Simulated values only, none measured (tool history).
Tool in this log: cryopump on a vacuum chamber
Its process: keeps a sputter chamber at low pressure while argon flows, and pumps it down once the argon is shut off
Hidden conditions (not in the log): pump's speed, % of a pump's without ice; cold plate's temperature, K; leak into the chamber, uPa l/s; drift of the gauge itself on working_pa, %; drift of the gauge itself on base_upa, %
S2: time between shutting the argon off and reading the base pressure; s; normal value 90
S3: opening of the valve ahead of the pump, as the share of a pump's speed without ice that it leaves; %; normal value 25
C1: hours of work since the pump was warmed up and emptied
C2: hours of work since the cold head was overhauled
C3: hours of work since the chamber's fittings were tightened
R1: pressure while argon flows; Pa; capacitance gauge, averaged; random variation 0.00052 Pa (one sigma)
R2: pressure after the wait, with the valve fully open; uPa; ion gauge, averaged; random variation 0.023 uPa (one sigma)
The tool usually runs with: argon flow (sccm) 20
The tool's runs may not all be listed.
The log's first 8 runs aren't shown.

run 9 hour=323.2 | argon_flow_(sccm)=9 S2=90 S3=25 | C1=328 C2=328 C3=2592 | R1=0.0390 R2=1.71
run 10 hour=356.8 | argon_flow_(sccm)=20 S2=90 S3=25 | C1=342 C2=342 C3=2605 | R1=0.0891 R2=1.72
run 11 hour=401.4 | argon_flow_(sccm)=20 S2=90 S3=25 | C1=360 C2=360 C3=2623 | R1=0.0880 R2=1.72
run 12 hour=450.8 | argon_flow_(sccm)=20 S2=90 S3=25 | C1=380 C2=380 C3=2643 | R1=0.0892 R2=1.78
run 13 hour=506.3 | argon_flow_(sccm)=20 S2=67 S3=25 | C1=402 C2=402 C3=2666 | R1=0.0900 R2=2.00
run 14 hour=550.1 | argon_flow_(sccm)=20 S2=67 S3=25 | C1=420 C2=420 C3=2683 | R1=0.0897 R2=2.02
run 15 hour=581.7 | argon_flow_(sccm)=20 S2=67 S3=25 | C1=433 C2=433 C3=2696 | R1=0.0893 R2=1.99
run 16 hour=617.9 | argon_flow_(sccm)=20 S2=67 S3=25 | C1=448 C2=448 C3=2711 | R1=0.0898 R2=1.96
run 17 hour=657.6 | argon_flow_(sccm)=20 S2=67 S3=25 | C1=464 C2=464 C3=2727 | R1=0.0894 R2=2.03
run 18 hour=713.0 | argon_flow_(sccm)=29 S2=47 S3=25 | C1=486 C2=486 C3=2749 | R1=0.1312 R2=2.43
run 19 hour=761.8 | argon_flow_(sccm)=29 S2=47 S3=25 | C1=506 C2=506 C3=2769 | R1=0.1307 R2=2.32
run 20 hour=801.2 | argon_flow_(sccm)=14 S2=202 S3=16 | C1=522 C2=522 C3=2785 | R1=0.0972 R2=1.60
run 21 hour=847.9 | argon_flow_(sccm)=14 S2=202 S3=16 | C1=541 C2=541 C3=2804 | R1=0.0977 R2=1.65
run 22 hour=875.9 | argon_flow_(sccm)=17 S2=90 S3=42 | C1=552 C2=552 C3=2815 | R1=0.0495 R2=2.04
run 23 hour=923.4 | argon_flow_(sccm)=28 S2=184 S3=21 | C1=571 C2=571 C3=2834 | R1=0.1505 R2=1.72
run 24 hour=949.4 | argon_flow_(sccm)=28 S2=184 S3=21 | C1=582 C2=582 C3=2845 | R1=0.1504 R2=1.72
run 25 hour=977.8 | argon_flow_(sccm)=9 S2=187 S3=16 | C1=593 C2=593 C3=2856 | R1=0.0622 R2=1.73
run 26 hour=1027.0 | argon_flow_(sccm)=9 S2=187 S3=16 | C1=613 C2=613 C3=2876 | R1=0.0625 R2=1.69
run 27 hour=1066.7 | argon_flow_(sccm)=9 S2=187 S3=16 | C1=629 C2=629 C3=2892 | R1=0.0632 R2=1.76
run 28 hour=1090.8 | argon_flow_(sccm)=37 S2=231 S3=23 | C1=639 C2=639 C3=2902 | R1=0.1851 R2=1.66
run 29 hour=1145.1 | argon_flow_(sccm)=16 S2=184 S3=34 | C1=661 C2=661 C3=2924 | R1=0.0578 R2=1.81
run 30 hour=1182.0 | argon_flow_(sccm)=17 S2=236 S3=39 | C1=676 C2=676 C3=2939 | R1=0.0537 R2=1.77
-- hour=1214.5 pump warmed up, emptied and cooled again
run 31 hour=1214.5 | argon_flow_(sccm)=20 S2=103 S3=25 | C1=0 C2=687 C3=2950 | R1=0.0845 R2=1.59
run 32 hour=1270.9 | argon_flow_(sccm)=8 S2=90 S3=25 | C1=23 C2=710 C3=2973 | R1=0.0336 R2=1.70
run 33 hour=1305.0 | argon_flow_(sccm)=8 S2=27 S3=25 | C1=37 C2=723 C3=2986 | R1=0.0333 R2=3.05

Here are 5 independent what-if runs from the current tool condition. What would each one return?
run A hour=1338.0 | argon_flow_(sccm)=14 S2=22 S3=16 | C1=50 C2=737 C3=3000 | R1=? R2=?
run B hour=1338.0 | argon_flow_(sccm)=20 S2=68 S3=25 | C1=50 C2=737 C3=3000 | R1=? R2=?
run C hour=1338.0 | argon_flow_(sccm)=16 S2=83 S3=22 | C1=50 C2=737 C3=3000 | R1=? R2=?
run D hour=1338.0 | argon_flow_(sccm)=10 S2=90 S3=25 | C1=50 C2=737 C3=3000 | R1=? R2=?
run E hour=1338.0 | argon_flow_(sccm)=9 S2=23 S3=25 | C1=50 C2=737 C3=3000 | R1=? R2=?

run=A R1=0.0925 R2=3.28
run=B R1=0.0855 R2=1.85
run=C R1=0.0775 R2=1.76
run=D R1=0.0432 R2=1.70
run=E R1=0.0383 R2=3.27
With no hidden state in the tool, these same runs would have given:
run=A R1=0.0920 R2=2.37
run=B R1=0.0848 R2=0.90
run=C R1=0.0770 R2=0.80
run=D R1=0.0428 R2=0.75
run=E R1=0.0380 R2=2.34
